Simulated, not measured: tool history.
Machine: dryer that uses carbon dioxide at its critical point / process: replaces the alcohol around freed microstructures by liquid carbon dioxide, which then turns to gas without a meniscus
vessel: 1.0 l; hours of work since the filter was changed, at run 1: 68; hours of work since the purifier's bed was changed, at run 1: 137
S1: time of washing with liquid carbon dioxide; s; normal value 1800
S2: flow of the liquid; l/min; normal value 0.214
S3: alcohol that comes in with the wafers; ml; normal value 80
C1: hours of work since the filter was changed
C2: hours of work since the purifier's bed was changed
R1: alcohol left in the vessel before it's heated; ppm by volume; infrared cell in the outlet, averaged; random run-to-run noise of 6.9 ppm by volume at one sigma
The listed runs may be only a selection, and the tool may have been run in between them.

run   hour    S1     S2   S3   C1   C2    R1
  1      0  1800  0.214   80   68  137   376
  2     34  1800  0.214   80   89  158   378
  3   67.8  1800  0.214   80  109  178   392
  4   97.6  1800  0.214   80  127  196   419
  5  115.9  1800  0.214   80  138  207   420
  6  147.8  1800  0.214   80  157  226   408
  7  167.2  1800  0.214   80  169  238   417
  8  200.1  1800  0.214   80  189  258   428
  9    224  1800  0.214   80  203  272   451
 10  249.6  1800  0.169   80  218  287  1289
 11  285.7  1800  0.169   80  240  309  1325
 12  315.7  1800  0.214   80  258  327   496
 13  356.3  1800  0.214   80  282  352   516
 14  390.2  1800  0.214   20  303  372   150
 15  417.2  1800  0.214   20  319  388   155
 16  458.4  1800  0.214   20  344  413   163
 17    483  1800  0.214   20  359  428   168
     496.3  -- inlet filter changed
 18  517.4  1800  0.214   20   13  448   118
 19  556.9  1800  0.214  116   36  472   530
 20    580  1800  0.214   80   50  485   390
 21  607.8  1800  0.214   80   67  502   387
 22  644.7  1800  0.214   80   89  524   413
 23  685.3  1800  0.214   80  114  549   436
 24  717.6  1800  0.214   80  133  568   435
 25  757.6  2640   0.18   99  157  592   200
 26  786.6  2460   0.18   27  175  610   119
 27  815.5  2460   0.18   27  192  627   122
 28  832.4  2640  0.231   42  202  637    68
 29  872.4  2640  0.292   81  226  661    68
 30  899.7  2340  0.161   80  243  678   551
 31  926.1  1800  0.185   80  258  694   988

Forecast run 32:
 32  963.9  1800  0.214  71  281  716   ?

For run 32 the tool returned R1 477 ppm by volume.
The same run, on a tool lacking any hidden state, would have yielded R1 278 ppm by volume.

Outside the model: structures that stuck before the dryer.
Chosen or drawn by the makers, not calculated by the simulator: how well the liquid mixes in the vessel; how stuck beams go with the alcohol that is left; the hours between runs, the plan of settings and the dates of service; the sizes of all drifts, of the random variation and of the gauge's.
